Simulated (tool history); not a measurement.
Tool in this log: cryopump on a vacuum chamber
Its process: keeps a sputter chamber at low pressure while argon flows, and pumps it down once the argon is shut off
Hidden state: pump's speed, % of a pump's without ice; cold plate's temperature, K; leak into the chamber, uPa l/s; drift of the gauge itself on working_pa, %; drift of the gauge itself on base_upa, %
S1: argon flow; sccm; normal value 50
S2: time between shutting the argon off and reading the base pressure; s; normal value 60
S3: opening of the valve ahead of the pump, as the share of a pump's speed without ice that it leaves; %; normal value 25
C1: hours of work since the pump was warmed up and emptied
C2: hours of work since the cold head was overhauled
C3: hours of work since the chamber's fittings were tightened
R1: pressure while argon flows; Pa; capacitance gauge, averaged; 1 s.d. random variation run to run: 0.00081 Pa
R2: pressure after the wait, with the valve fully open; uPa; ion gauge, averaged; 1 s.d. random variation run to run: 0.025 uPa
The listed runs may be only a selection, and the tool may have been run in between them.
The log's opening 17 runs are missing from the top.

| run | day | S1 | S2 | S3 | C1 | C2 | C3 | R1 | R2 |
|---|---|---|---|---|---|---|---|---|---|
| 18 | 62.300 | 29 | 67 | 23 | 347 | 1888 | 1526 | 0.1032 | 1.78 |
| 19 | 66.933 | 25 | 67 | 15 | 393 | 1935 | 1573 | 0.1333 | 1.81 |
| 20 | 69.696 | 58 | 221 | 40 | 421 | 1962 | 1601 | 0.1216 | 1.27 |
| 21 | 72.979 | 58 | 221 | 40 | 454 | 1995 | 1633 | 0.1226 | 1.29 |
| 22 | 75.146 | 23 | 164 | 54 | 476 | 2017 | 1655 | 0.0362 | 1.34 |
| 23 | 77.708 | 23 | 49 | 25 | 502 | 2043 | 1681 | 0.0768 | 2.27 |
| 24 | 82.283 | 25 | 104 | 25 | 547 | 2089 | 1727 | 0.0828 | 1.66 |
| 25 | 85.446 | 52 | 60 | 25 | 579 | 2120 | 1759 | 0.1722 | 2.06 |
| 26 | 89.738 | 52 | 60 | 25 | 622 | 2163 | 1802 | 0.1736 | 2.09 |
| 27 | 93.083 | 60 | 28 | 25 | 656 | 2197 | 1835 | 0.2019 | 3.12 |
| 28 | 97.512 | 26 | 170 | 25 | 700 | 2241 | 1880 | 0.0877 | 1.64 |
| 29 | 100.942 | 26 | 170 | 25 | 735 | 2276 | 1914 | 0.0869 | 1.68 |
|  | 102.812 | pump warmed up, emptied and cooled again |
| 30 | 104.033 | 28 | 159 | 22 | 12 | 2305 | 1943 | 0.1002 | 1.37 |
| 31 | 107.233 | 21 | 226 | 22 | 44 | 2337 | 1975 | 0.0753 | 1.34 |
| 32 | 111.604 | 21 | 226 | 22 | 88 | 2381 | 2019 | 0.0766 | 1.41 |
| 33 | 114.033 | 21 | 226 | 22 | 113 | 2405 | 2043 | 0.0768 | 1.40 |
| 34 | 116.550 | 25 | 216 | 25 | 138 | 2430 | 2069 | 0.0807 | 1.46 |

Forecast each of these 3 alternatives for the next run:
| A | 118.667 | 32 | 216 | 25 | 159 | 2452 | 2090 | ? | ? |
| B | 118.667 | 73 | 60 | 57 | 159 | 2452 | 2090 | ? | ? |
| C | 118.667 | 50 | 37 | 25 | 159 | 2452 | 2090 | ? | ? |

| run | R1 | R2 |
|---|---|---|
| A | 0.1038 | 1.45 |
| B | 0.1040 | 2.07 |
| C | 0.1605 | 2.72 |
What these runs would have given with no unlogged condition in the tool:
| run | R1 | R2 |
|---|---|---|
| A | 0.1020 | 0.36 |
| B | 0.0999 | 1.00 |
| C | 0.1577 | 1.61 |
